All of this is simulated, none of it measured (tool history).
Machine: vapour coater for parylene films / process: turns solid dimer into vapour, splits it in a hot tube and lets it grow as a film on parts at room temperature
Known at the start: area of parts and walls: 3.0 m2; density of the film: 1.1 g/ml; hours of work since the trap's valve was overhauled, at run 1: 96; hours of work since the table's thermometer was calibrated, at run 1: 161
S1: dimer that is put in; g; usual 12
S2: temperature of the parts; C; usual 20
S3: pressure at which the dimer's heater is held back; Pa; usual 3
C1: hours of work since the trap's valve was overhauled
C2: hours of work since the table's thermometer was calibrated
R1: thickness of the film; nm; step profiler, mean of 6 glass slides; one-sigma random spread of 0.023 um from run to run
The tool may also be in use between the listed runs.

| run | hour | S1 | S2 | S3 | C1 | C2 | R1 |
|---|---|---|---|---|---|---|---|
| 1 | 0 | 12 | 20 | 3 | 96 | 161 | 1870 |
| 2 | 32.8 | 12 | 20 | 3 | 123 | 188 | 1850 |
| 3 | 93.3 | 12 | 20 | 3 | 172 | 237 | 1830 |
| 4 | 164.6 | 12 | 20 | 3 | 231 | 296 | 1820 |
|  | 208.1 | trap's valve overhauled |
| 5 | 239.9 | 12 | 20 | 3 | 26 | 354 | 1860 |
| 6 | 317.5 | 8 | 14 | 4.6 | 89 | 417 | 1380 |
| 7 | 365.2 | 8 | 14 | 4.6 | 128 | 456 | 1370 |
| 8 | 428.6 | 17 | 15 | 3.84 | 180 | 507 | 2890 |
| 9 | 495.8 | 17 | 15 | 3.84 | 235 | 562 | 2880 |
|  | 531.6 | trap's valve overhauled |
| 10 | 543.3 | 10 | 20 | 4.37 | 10 | 598 | 1480 |

Consider 3 possible next runs. They are alternatives, not a sequence: every one starts from the tool as it was left by run 10. What does each give?
| A | 602.1 | 12 | 13 | 3 | 58 | 646 | ? |
| B | 602.1 | 10 | 32 | 2.68 | 58 | 646 | ? |
| C | 602.1 | 16 | 20 | 3 | 58 | 646 | ? |

| run | R1 |
|---|---|
| A | 2230 |
| B | 1080 |
| C | 2480 |
Without the tool's hidden state the same runs would have given:
| run | R1 |
|---|---|
| A | 2230 |
| B | 1080 |
| C | 2480 |
